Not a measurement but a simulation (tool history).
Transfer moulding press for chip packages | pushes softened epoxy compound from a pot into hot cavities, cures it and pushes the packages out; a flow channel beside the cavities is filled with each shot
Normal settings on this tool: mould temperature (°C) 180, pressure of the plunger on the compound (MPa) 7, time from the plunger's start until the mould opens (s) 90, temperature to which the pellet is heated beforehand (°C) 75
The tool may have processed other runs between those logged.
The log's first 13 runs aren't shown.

| run | hour | mould temperature (°C) | pressure of the plunger on the compound (MPa) | time from the plunger's start until the mould opens (s) | temperature to which the pellet is heated beforehand (°C) | hours of work since the mould's thermocouples were calibrated | shots since the plunger's rings were changed | shots since the cavities were cleaned | incoming compound's hours out of the cold store | length that the compound runs in the flow channel (mm) | greatest force on the pins that push the packages out (N) |
|---|---|---|---|---|---|---|---|---|---|---|---|
| 14 | 145.4 | 180 | 7 | 90 | 75 | 388 | 3235 | 348 | 16.6 | 702 | 405 |
| 15 | 156.7 | 180 | 7 | 90 | 75 | 395 | 3369 | 482 | 43.9 | 579 | 411 |
| 16 | 165.4 | 188 | 8.43 | 90 | 75 | 400 | 3473 | 586 | 25.7 | 702 | 343 |
| 17 | 176.4 | 183 | 7 | 103 | 75 | 406 | 3603 | 716 | 26.6 | 651 | 370 |
|  | 182.5 | cavities cleaned with cleaning compound and waxed |
| 18 | 190.9 | 180 | 7 | 90 | 79 | 413 | 3756 | 99 | 37.4 | 614 | 270 |
| 19 | 197.1 | 182 | 7.61 | 90 | 75 | 417 | 3830 | 173 | 42.9 | 617 | 273 |
|  | 206.6 | mould's thermocouples calibrated |
| 20 | 209 | 182 | 7.61 | 90 | 75 | 1 | 3947 | 290 | 26.2 | 680 | 339 |
| 21 | 215.4 | 182 | 7.61 | 90 | 75 | 5 | 4023 | 366 | 34.2 | 646 | 359 |
| 22 | 229.4 | 175 | 8.08 | 117 | 75 | 13 | 4189 | 532 | 31.4 | 687 | 381 |
| 23 | 243 | 175 | 6.59 | 129 | 75 | 20 | 4350 | 693 | 47.6 | 559 | 368 |
|  | 250.9 | cavities cleaned with cleaning compound and waxed |
| 24 | 251.4 | 175 | 6.59 | 129 | 75 | 24 | 4433 | 7 | 16 | 668 | 183 |
| 25 | 264.6 | 175 | 6.59 | 104 | 75 | 32 | 4589 | 163 | 23 | 645 | 322 |
| 26 | 277.6 | 179 | 7 | 89 | 75 | 39 | 4742 | 316 | 9.7 | 725 | 453 |

Predict the results of run 27:
| 27 | 286.6 | 182 | 6.35 | 96 | 77 | 44 | 4850 | 424 | 19.7 | ? | ? |

For run 27 the tool returned length that the compound runs in the flow channel (mm) 635, greatest force on the pins that push the packages out (N) 336.
Without the tool's hidden state the same run would have given length that the compound runs in the flow channel (mm) 686, greatest force on the pins that push the packages out (N) 174.

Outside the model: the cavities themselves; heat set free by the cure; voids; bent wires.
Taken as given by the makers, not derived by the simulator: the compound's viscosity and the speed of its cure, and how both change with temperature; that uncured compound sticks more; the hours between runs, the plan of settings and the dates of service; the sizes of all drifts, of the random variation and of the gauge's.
